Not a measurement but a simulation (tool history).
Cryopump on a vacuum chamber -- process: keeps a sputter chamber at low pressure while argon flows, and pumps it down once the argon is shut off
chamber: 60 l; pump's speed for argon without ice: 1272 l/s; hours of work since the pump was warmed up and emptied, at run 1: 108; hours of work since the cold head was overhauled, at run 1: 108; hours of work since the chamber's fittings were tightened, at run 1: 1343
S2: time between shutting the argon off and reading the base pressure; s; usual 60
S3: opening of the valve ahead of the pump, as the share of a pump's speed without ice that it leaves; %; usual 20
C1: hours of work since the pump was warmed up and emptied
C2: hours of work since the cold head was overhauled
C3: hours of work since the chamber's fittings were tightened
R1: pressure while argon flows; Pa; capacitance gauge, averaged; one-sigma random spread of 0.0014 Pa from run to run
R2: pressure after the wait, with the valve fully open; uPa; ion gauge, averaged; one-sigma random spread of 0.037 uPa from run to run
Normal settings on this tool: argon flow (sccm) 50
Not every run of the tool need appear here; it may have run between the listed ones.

Run 1, hour 0.0: usual settings; C1 108; C2 108; C3 1343. Result: R1 0.3327 Pa, R2 2.29 uPa.
Run 2, hour 45.0: usual settings; C1 145; C2 145; C3 1379. Result: R1 0.3335 Pa, R2 2.29 uPa.
Run 3, hour 83.6: usual settings but S2 38 s; C1 176; C2 176; C3 1411. Result: R1 0.3379 Pa, R2 3.41 uPa.
Run 4, hour 116.8: usual settings but S2 38 s; C1 203; C2 203; C3 1438. Result: R1 0.3377 Pa, R2 3.43 uPa.
Run 5, hour 144.7: usual settings but S2 38 s; C1 226; C2 226; C3 1461. Result: R1 0.3370 Pa, R2 3.42 uPa.
Run 6, hour 188.3: usual settings but S2 38 s; C1 262; C2 262; C3 1496. Result: R1 0.3405 Pa, R2 3.39 uPa.
Run 7, hour 214.1: usual settings; C1 283; C2 283; C3 1517. Result: R1 0.3367 Pa, R2 2.35 uPa.
Run 8, hour 248.9: usual settings but argon flow (sccm) 27, S3 26 %; C1 311; C2 311; C3 1546. Result: R1 0.1412 Pa, R2 2.27 uPa.
Run 9, hour 272.4: usual settings but argon flow (sccm) 95, S2 102 s, S3 26 %; C1 330; C2 330; C3 1565. Result: R1 0.4974 Pa, R2 1.60 uPa.
Run 10, hour 310.1: usual settings but argon flow (sccm) 35, S2 102 s, S3 26 %; C1 361; C2 361; C3 1596. Result: R1 0.1852 Pa, R2 1.63 uPa.
Run 11, hour 340.1: usual settings but argon flow (sccm) 25, S2 102 s, S3 26 %; C1 385; C2 385; C3 1620. Result: R1 0.1323 Pa, R2 1.58 uPa.

Branching from run 11: 5 alternative next runs. What would each branch give?
Run A, hour 376.9: usual settings but argon flow (sccm) 25, S2 37 s, S3 26 %; C1 415; C2 415; C3 1650. Result: R1 ?, R2 ?.
Run B, hour 376.9: usual settings but argon flow (sccm) 25, S2 67 s, S3 26 %; C1 415; C2 415; C3 1650. Result: R1 ?, R2 ?.
Run C, hour 376.9: usual settings but argon flow (sccm) 46, S2 84 s, S3 59 %; C1 415; C2 415; C3 1650. Result: R1 ?, R2 ?.
Run D, hour 376.9: usual settings but argon flow (sccm) 46, S2 189 s, S3 36 %; C1 415; C2 415; C3 1650. Result: R1 ?, R2 ?.
Run E, hour 376.9: usual settings but argon flow (sccm) 42, S2 32 s, S3 26 %; C1 415; C2 415; C3 1650. Result: R1 ?, R2 ?.

run      R1    R2
  A  0.1316  3.47
  B  0.1322  2.18
  C  0.1116  1.83
  D  0.1768  1.11
  E  0.2210  3.91
Stripped of hidden state, with their random variation kept, the same runs would have yielded:
run      R1    R2
  A  0.1278  3.17
  B  0.1284  1.88
  C  0.1045  1.53
  D  0.1697  0.81
  E  0.2145  3.62
